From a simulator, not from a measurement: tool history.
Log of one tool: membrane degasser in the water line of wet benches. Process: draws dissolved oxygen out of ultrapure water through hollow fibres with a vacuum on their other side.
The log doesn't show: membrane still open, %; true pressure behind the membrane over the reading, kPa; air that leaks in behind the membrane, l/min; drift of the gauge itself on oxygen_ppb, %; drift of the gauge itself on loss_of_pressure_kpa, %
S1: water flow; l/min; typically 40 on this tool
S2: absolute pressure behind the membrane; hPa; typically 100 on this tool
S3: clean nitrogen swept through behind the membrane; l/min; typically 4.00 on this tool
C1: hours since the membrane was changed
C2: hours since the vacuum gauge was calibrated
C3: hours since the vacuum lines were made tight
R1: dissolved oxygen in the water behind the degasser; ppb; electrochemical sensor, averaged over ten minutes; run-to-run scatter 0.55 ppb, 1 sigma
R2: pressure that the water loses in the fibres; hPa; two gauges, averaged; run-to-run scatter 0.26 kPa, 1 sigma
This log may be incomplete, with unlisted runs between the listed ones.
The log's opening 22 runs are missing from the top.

run,hour,S1,S2,S3,C1,C2,C3,R1,R2
23,4971.6,61,236,2.96,8211,3229,4564,869.5,1085.4
24,5270.5,40,100,3.51,8510,3528,4863,185.4,712.4
25,5412.9,24,131,3.06,8652,3671,5006,185.6,422.7
26,5690.7,62,198,2.22,8930,3948,5283,919.3,1108.3
27,5934.2,45,76,2.22,9173,4192,5527,204.8,799.7
28,6245.3,45,76,2.22,9484,4503,5838,205.2,799.5
29,6503.2,31,100,3.81,9742,4761,6096,134.6,551.4
30,6728.4,31,100,3.81,9968,4986,6321,134.9,553.8
31,6940.4,24,203,11.15,10180,5198,6533,93.3,427.6
32,7181.5,56,85,4.07,10421,5439,6774,183.6,1002.3

Forecast each of these 4 alternatives for the next run:
A,7325.9,31,74,4.94,10565,5584,6919,?,?
B,7325.9,40,116,4.00,10565,5584,6919,?,?
C,7325.9,45,84,3.50,10565,5584,6919,?,?
D,7325.9,33,193,5.54,10565,5584,6919,?,?

run,R1,R2
A,67.9,555.0
B,203.0,718.0
C,165.0,808.0
D,231.5,585.7
Take away the tool's hidden state, keep each run's random variation, and the runs would have read:
run,R1,R2
A,65.8,534.5
B,199.1,691.5
C,160.9,778.1
D,227.5,564.0

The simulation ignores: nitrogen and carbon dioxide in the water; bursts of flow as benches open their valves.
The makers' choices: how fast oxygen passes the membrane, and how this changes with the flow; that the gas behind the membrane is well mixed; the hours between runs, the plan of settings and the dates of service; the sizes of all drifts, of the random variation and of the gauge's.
